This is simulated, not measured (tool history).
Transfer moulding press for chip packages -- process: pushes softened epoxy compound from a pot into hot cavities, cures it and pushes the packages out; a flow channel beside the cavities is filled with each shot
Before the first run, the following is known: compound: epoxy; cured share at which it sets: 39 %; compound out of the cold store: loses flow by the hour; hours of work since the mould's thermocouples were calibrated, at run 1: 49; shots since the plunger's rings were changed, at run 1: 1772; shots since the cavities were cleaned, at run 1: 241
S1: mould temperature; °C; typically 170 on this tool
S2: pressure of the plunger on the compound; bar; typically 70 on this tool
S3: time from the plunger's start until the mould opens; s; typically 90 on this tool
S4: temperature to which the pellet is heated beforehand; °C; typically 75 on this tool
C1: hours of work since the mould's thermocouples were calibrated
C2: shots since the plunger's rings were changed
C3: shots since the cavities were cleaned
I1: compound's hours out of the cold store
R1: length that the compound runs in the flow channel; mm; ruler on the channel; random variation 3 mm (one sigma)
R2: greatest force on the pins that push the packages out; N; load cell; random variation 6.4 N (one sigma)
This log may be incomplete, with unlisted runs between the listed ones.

run   hour   S1    S2   S3  S4   C1    C2   C3    I1   R1   R2
  1      0  170    70   90  75   49  1772  241  46.9  602  297
  2   15.2  170    70   90  75   57  1921  390  35.9  639  329
  3   27.2  170  65.8   90  75   63  2039  508  37.6  610  337
  4   46.3  170  65.8   90  75   73  2226  695    14  694  409
  5   63.3  170  65.8   90  75   82  2393  862    38  609  395
      73.8  -- cavities cleaned with cleaning compound and waxed
      82.9  -- plunger's sealing rings changed
  6   89.3  170  65.8   90  75   94    62  126  42.6  614  257
  7  100.6  170    70   90  75  100   174  238     9  752  319
  8  113.8  170    70   90  75  107   303  367  22.8  698  336
  9  134.9  170    70   90  75  118   510  574  44.9  622  347
 10  149.4  170    70   72  75  125   652  716  20.8  705  681
 11  158.2  170    70   70  75  130   738  802  37.1  647  718
 12  167.9  170    70   70  75  135   833  897  29.9  671  779
     174.2  -- cavities cleaned with cleaning compound and waxed
 13  188.1  170    68   70  75  145  1017  137  40.1  621  507
 14    202  170    68   70  75  152  1153  273  31.6  648  603
 15    214  167    68   70  75  158  1270  390  25.7  681  766
 16  223.5  167    68   73  75  163  1364  484  45.7  615  696
 17  232.4  167    68   73  75  168  1451  571  36.2  643  734
 18  250.1  178    70   90  75  177  1625  745  30.9  635  274
 19  260.3  170    76   90  75  183  1725  845  32.1  679  396
     271.8  -- cavities cleaned with cleaning compound and waxed
 20  272.9  167  74.9   86  76  189  1834   12  32.9  679  325
 21  291.7  171  59.6   90  71  199  2018  196  42.1  563  270
 22  309.5  171  59.6   90  71  208  2193  371  25.9  615  316
 23    319  175  80.8   90  75  213  2285  463   9.3  766  262
 24  339.2  170  55.4   82  81  224  2484  662  31.3  575  433
     348.6  -- plunger's sealing rings changed
 25  360.8  170    70  121  75  234   119  849  31.9  667  274
     372.3  -- cavities cleaned with cleaning compound and waxed
 26  381.2  170    70  115  76  244   304   87    31  670  199
 27  399.3  170    70  115  76  253   482  265  29.4  670  223
 28  416.9  174    70   88  75  262   654  437  44.9  612  277

Below are 4 alternative next runs, each starting from the tool's condition after run 28. Predict each:
  A  426.4  174    70  91  75  267  748  531  12.9   ?   ?
  B  426.4  169    70  90  71  267  748  531  41.1   ?   ?
  C  426.4  163  81.2  88  66  267  748  531   8.2   ?   ?
  D  426.4  174  80.1  92  75  267  748  531   9.3   ?   ?

run   R1   R2
  A  715  284
  B  637  354
  C  832  750
  D  778  277
Take away the tool's hidden state, keep each run's random variation, and the runs would have read:
run   R1   R2
  A  726  199
  B  647  248
  C  845  532
  D  789  194
